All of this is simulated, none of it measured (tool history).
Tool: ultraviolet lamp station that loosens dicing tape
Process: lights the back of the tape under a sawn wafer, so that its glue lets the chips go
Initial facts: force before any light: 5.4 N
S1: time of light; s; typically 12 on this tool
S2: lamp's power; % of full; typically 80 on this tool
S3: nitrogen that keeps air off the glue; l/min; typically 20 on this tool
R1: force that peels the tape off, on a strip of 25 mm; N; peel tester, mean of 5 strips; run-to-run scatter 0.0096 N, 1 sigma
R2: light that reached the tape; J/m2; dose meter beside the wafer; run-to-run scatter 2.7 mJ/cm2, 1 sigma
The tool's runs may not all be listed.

{"run": 1, "hour": 0.0, "S1": 12, "S2": 80, "S3": 20, "R1": 0.409, "R2": 3530}
{"run": 2, "hour": 9.8, "S1": 12, "S2": 80, "S3": 20, "R1": 0.413, "R2": 3480}
{"run": 3, "hour": 14.5, "S1": 12, "S2": 80, "S3": 20, "R1": 0.42, "R2": 3560}
{"run": 4, "hour": 23.8, "S1": 12, "S2": 80, "S3": 20, "R1": 0.406, "R2": 3550}
{"run": 5, "hour": 29.2, "S1": 12, "S2": 80, "S3": 20, "R1": 0.415, "R2": 3520}
{"run": 6, "hour": 40.2, "S1": 12, "S2": 94, "S3": 20, "R1": 0.302, "R2": 4130}
{"run": 7, "hour": 49.7, "S1": 12, "S2": 94, "S3": 20, "R1": 0.311, "R2": 4140}
{"run": 8, "hour": 55.8, "S1": 12, "S2": 94, "S3": 20, "R1": 0.305, "R2": 4150}
{"run": 9, "hour": 63.5, "S1": 12, "S2": 68, "S3": 20, "R1": 0.544, "R2": 2970}
{"run": 10, "hour": 68.4, "S1": 15, "S2": 80, "S3": 20, "R1": 0.266, "R2": 4460}
{"run": 11, "hour": 78.2, "S1": 12, "S2": 80, "S3": 20, "R1": 0.406, "R2": 3550}
{"run": 12, "hour": 83.1, "S1": 12, "S2": 80, "S3": 20, "R1": 0.428, "R2": 3560}
{"run": 13, "hour": 91.8, "S1": 11, "S2": 64, "S3": 11, "R1": 1.174, "R2": 2590}
{"run": 14, "hour": 98.8, "S1": 11, "S2": 90, "S3": 33, "R1": 0.278, "R2": 3630}
{"run": 15, "hour": 105.3, "S1": 20, "S2": 100, "S3": 7, "R1": 0.219, "R2": 7340}
{"run": 16, "hour": 111.9, "S1": 20, "S2": 100, "S3": 7, "R1": 0.246, "R2": 7300}
{"run": 17, "hour": 120.6, "S1": 9, "S2": 100, "S3": 7, "R1": 1.051, "R2": 3340}
{"run": 18, "hour": 131.4, "S1": 9, "S2": 100, "S3": 7, "R1": 1.068, "R2": 3320}
{"run": 19, "hour": 136.6, "S1": 12, "S2": 80, "S3": 16, "R1": 0.509, "R2": 3520}
{"run": 20, "hour": 145.2, "S1": 12, "S2": 79, "S3": 9, "R1": 0.806, "R2": 3490}
{"run": 21, "hour": 154.3, "S1": 12, "S2": 79, "S3": 9, "R1": 0.844, "R2": 3440}
{"run": 22, "hour": 160.4, "S1": 12, "S2": 65, "S3": 9, "R1": 1.141, "R2": 2870}
{"run": 23, "hour": 171.3, "S1": 12, "S2": 65, "S3": 9, "R1": 1.141, "R2": 2930}

Branching from run 23: 5 alternative next runs. What would each branch give?
{"run": "A", "hour": 178.1, "S1": 16, "S2": 81, "S3": 19, "R1": "?", "R2": "?"}
{"run": "B", "hour": 178.1, "S1": 8, "S2": 80, "S3": 20, "R1": "?", "R2": "?"}
{"run": "C", "hour": 178.1, "S1": 8, "S2": 77, "S3": 32, "R1": "?", "R2": "?"}
{"run": "D", "hour": 178.1, "S1": 12, "S2": 63, "S3": 9, "R1": "?", "R2": "?"}
{"run": "E", "hour": 178.1, "S1": 8, "S2": 80, "S3": 13, "R1": "?", "R2": "?"}

run=A R1=0.245 R2=4750
run=B R1=0.854 R2=2330
run=C R1=0.672 R2=2280
run=D R1=1.133 R2=2800
run=E R1=1.167 R2=2360
Without the tool's unlogged condition, the same runs would have read:
run=A R1=0.244 R2=4750
run=B R1=0.853 R2=2330
run=C R1=0.671 R2=2280
run=D R1=1.132 R2=2810
run=E R1=1.166 R2=2360

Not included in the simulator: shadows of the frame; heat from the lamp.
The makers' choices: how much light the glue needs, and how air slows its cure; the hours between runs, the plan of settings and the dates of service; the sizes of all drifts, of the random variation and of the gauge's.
